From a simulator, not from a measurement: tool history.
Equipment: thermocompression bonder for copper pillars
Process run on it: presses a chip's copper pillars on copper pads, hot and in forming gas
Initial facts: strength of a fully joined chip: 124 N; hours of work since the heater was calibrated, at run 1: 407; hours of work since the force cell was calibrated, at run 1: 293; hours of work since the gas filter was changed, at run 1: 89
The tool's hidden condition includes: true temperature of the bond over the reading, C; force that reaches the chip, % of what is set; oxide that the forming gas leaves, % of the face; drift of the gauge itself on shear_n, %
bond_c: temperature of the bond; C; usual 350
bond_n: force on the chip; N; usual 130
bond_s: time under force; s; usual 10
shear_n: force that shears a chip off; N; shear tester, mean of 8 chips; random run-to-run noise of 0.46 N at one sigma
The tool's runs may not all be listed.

| run | hour | bond_c | bond_n | bond_s | hours of work since the heater was calibrated | hours of work since the force cell was calibrated | hours of work since the gas filter was changed | shear_n |
|---|---|---|---|---|---|---|---|---|
| 1 | 0.0 | 350 | 130 | 10 | 407 | 293 | 89 | 78.7 |
| 2 | 15.0 | 350 | 130 | 9 | 418 | 304 | 99 | 76.2 |
| 3 | 25.2 | 350 | 130 | 9 | 425 | 311 | 107 | 75.7 |
| 4 | 36.4 | 350 | 130 | 17 | 433 | 319 | 115 | 90.3 |
|  | 46.4 | forming gas filter changed |
| 5 | 47.5 | 350 | 130 | 17 | 440 | 326 | 1 | 92.4 |
| 6 | 58.7 | 350 | 130 | 17 | 448 | 334 | 9 | 92.7 |
| 7 | 66.0 | 350 | 130 | 17 | 454 | 340 | 14 | 91.8 |
| 8 | 76.0 | 350 | 130 | 17 | 461 | 347 | 21 | 90.5 |
| 9 | 83.1 | 350 | 125 | 10 | 466 | 352 | 26 | 78.6 |
| 10 | 96.4 | 350 | 125 | 10 | 475 | 361 | 36 | 78.4 |
| 11 | 106.3 | 350 | 130 | 10 | 482 | 368 | 43 | 78.8 |
| 12 | 119.2 | 350 | 130 | 10 | 491 | 377 | 52 | 78.9 |
| 13 | 132.2 | 332 | 93 | 19 | 501 | 387 | 61 | 68.1 |
| 14 | 143.1 | 344 | 97 | 19 | 508 | 394 | 69 | 79.0 |
|  | 146.2 | heater calibrated with a thermocouple chip |
| 15 | 153.9 | 344 | 97 | 19 | 5 | 401 | 75 | 76.3 |
| 16 | 170.2 | 337 | 80 | 29 | 17 | 412 | 87 | 74.6 |
| 17 | 183.6 | 376 | 130 | 10 | 27 | 422 | 96 | 93.8 |
| 18 | 193.7 | 377 | 143 | 22 | 34 | 429 | 103 | 108.4 |
|  | 209.7 | heater calibrated with a thermocouple chip, once more |
| 19 | 210.7 | 371 | 98 | 9 | 1 | 440 | 114 | 86.0 |
| 20 | 219.0 | 352 | 128 | 12 | 7 | 446 | 120 | 86.5 |
|  | 220.8 | forming gas filter changed |
| 21 | 228.9 | 331 | 98 | 6 | 13 | 452 | 6 | 51.5 |
| 22 | 239.3 | 320 | 130 | 16 | 21 | 460 | 13 | 72.1 |
| 23 | 249.5 | 331 | 119 | 12 | 28 | 467 | 20 | 72.0 |
| 24 | 257.0 | 331 | 119 | 12 | 33 | 472 | 26 | 70.8 |

Below are 5 alternative next runs, each starting from the tool's condition after run 24. Predict each:
| A | 269.4 | 359 | 139 | 12 | 42 | 481 | 35 | ? |
| B | 269.4 | 331 | 119 | 6 | 42 | 481 | 35 | ? |
| C | 269.4 | 341 | 119 | 12 | 42 | 481 | 35 | ? |
| D | 269.4 | 327 | 96 | 13 | 42 | 481 | 35 | ? |
| E | 269.4 | 351 | 146 | 9 | 42 | 481 | 35 | ? |

| run | shear_n |
|---|---|
| A | 96.1 |
| B | 55.4 |
| C | 78.4 |
| D | 62.6 |
| E | 86.8 |
What these runs would have given with no unlogged condition in the tool:
| run | shear_n |
|---|---|
| A | 96.2 |
| B | 55.1 |
| C | 78.3 |
| D | 62.4 |
| E | 86.7 |

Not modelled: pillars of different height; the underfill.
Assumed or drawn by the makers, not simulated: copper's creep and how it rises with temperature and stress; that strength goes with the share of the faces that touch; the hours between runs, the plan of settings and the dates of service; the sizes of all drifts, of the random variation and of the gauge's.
